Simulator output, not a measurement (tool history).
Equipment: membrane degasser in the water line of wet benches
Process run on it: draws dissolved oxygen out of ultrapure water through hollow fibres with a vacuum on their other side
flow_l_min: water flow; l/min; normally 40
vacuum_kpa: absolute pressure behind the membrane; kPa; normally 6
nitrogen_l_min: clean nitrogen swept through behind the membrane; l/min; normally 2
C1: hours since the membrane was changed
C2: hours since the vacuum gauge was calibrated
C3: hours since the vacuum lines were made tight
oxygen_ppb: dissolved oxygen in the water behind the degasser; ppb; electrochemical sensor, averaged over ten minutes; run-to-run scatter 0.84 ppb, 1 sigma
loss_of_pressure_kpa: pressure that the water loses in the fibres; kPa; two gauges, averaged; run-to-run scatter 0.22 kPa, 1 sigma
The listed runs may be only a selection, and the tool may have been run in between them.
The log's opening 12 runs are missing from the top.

{"run": 13, "hour": 500.9, "flow_l_min": 40, "vacuum_kpa": 6, "nitrogen_l_min": 2, "C1": 2058, "C2": 299, "C3": 1527, "oxygen_ppb": 130.2, "loss_of_pressure_kpa": 57.7}
{"run": 14, "hour": 522.3, "flow_l_min": 25, "vacuum_kpa": 6, "nitrogen_l_min": 2, "C1": 2080, "C2": 320, "C3": 1548, "oxygen_ppb": 82, "loss_of_pressure_kpa": 35.55}
{"run": 15, "hour": 560.7, "flow_l_min": 25, "vacuum_kpa": 6, "nitrogen_l_min": 2, "C1": 2118, "C2": 359, "C3": 1587, "oxygen_ppb": 81.1, "loss_of_pressure_kpa": 35.76}
{"run": 16, "hour": 608.0, "flow_l_min": 40, "vacuum_kpa": 6, "nitrogen_l_min": 2, "C1": 2165, "C2": 406, "C3": 1634, "oxygen_ppb": 131.4, "loss_of_pressure_kpa": 57.36}
{"run": 17, "hour": 646.1, "flow_l_min": 54, "vacuum_kpa": 14.18, "nitrogen_l_min": 2.48, "C1": 2203, "C2": 444, "C3": 1672, "oxygen_ppb": 523.7, "loss_of_pressure_kpa": 77.58}
{"run": 18, "hour": 671.8, "flow_l_min": 37, "vacuum_kpa": 4.79, "nitrogen_l_min": 1.01, "C1": 2229, "C2": 470, "C3": 1698, "oxygen_ppb": 123.2, "loss_of_pressure_kpa": 53.18}
{"run": 19, "hour": 699.1, "flow_l_min": 27, "vacuum_kpa": 3.75, "nitrogen_l_min": 1.7, "C1": 2256, "C2": 497, "C3": 1725, "oxygen_ppb": 20.6, "loss_of_pressure_kpa": 38.71}
{"run": 20, "hour": 721.8, "flow_l_min": 34, "vacuum_kpa": 8.51, "nitrogen_l_min": 2, "C1": 2279, "C2": 520, "C3": 1748, "oxygen_ppb": 203.9, "loss_of_pressure_kpa": 49.05}
{"run": 21, "hour": 763.8, "flow_l_min": 62, "vacuum_kpa": 8.83, "nitrogen_l_min": 3.94, "C1": 2321, "C2": 562, "C3": 1790, "oxygen_ppb": 239.4, "loss_of_pressure_kpa": 88.8}
{"run": 22, "hour": 808.7, "flow_l_min": 62, "vacuum_kpa": 8.83, "nitrogen_l_min": 3.94, "C1": 2366, "C2": 607, "C3": 1835, "oxygen_ppb": 240.5, "loss_of_pressure_kpa": 89.27}
{"run": 23, "hour": 842.5, "flow_l_min": 61, "vacuum_kpa": 8.83, "nitrogen_l_min": 2.35, "C1": 2400, "C2": 641, "C3": 1869, "oxygen_ppb": 344.8, "loss_of_pressure_kpa": 87.75}
{"run": 24, "hour": 883.5, "flow_l_min": 61, "vacuum_kpa": 8.83, "nitrogen_l_min": 2.35, "C1": 2441, "C2": 682, "C3": 1910, "oxygen_ppb": 349.5, "loss_of_pressure_kpa": 87.54}
{"run": 25, "hour": 930.2, "flow_l_min": 61, "vacuum_kpa": 6.89, "nitrogen_l_min": 4.57, "C1": 2488, "C2": 728, "C3": 1956, "oxygen_ppb": 153.3, "loss_of_pressure_kpa": 87.29}

For run 26, what comes out?
{"run": 26, "hour": 962.4, "flow_l_min": 61, "vacuum_kpa": 9.7, "nitrogen_l_min": 0.82, "C1": 2520, "C2": 761, "C3": 1988, "oxygen_ppb": "?", "loss_of_pressure_kpa": "?"}

Run 26 measured oxygen_ppb 812.2 ppb, loss_of_pressure_kpa 87.72 kPa.
With the hidden condition absent and the run-to-run variation left alone, this run would have shown oxygen_ppb 812.1 ppb, loss_of_pressure_kpa 87.7 kPa.
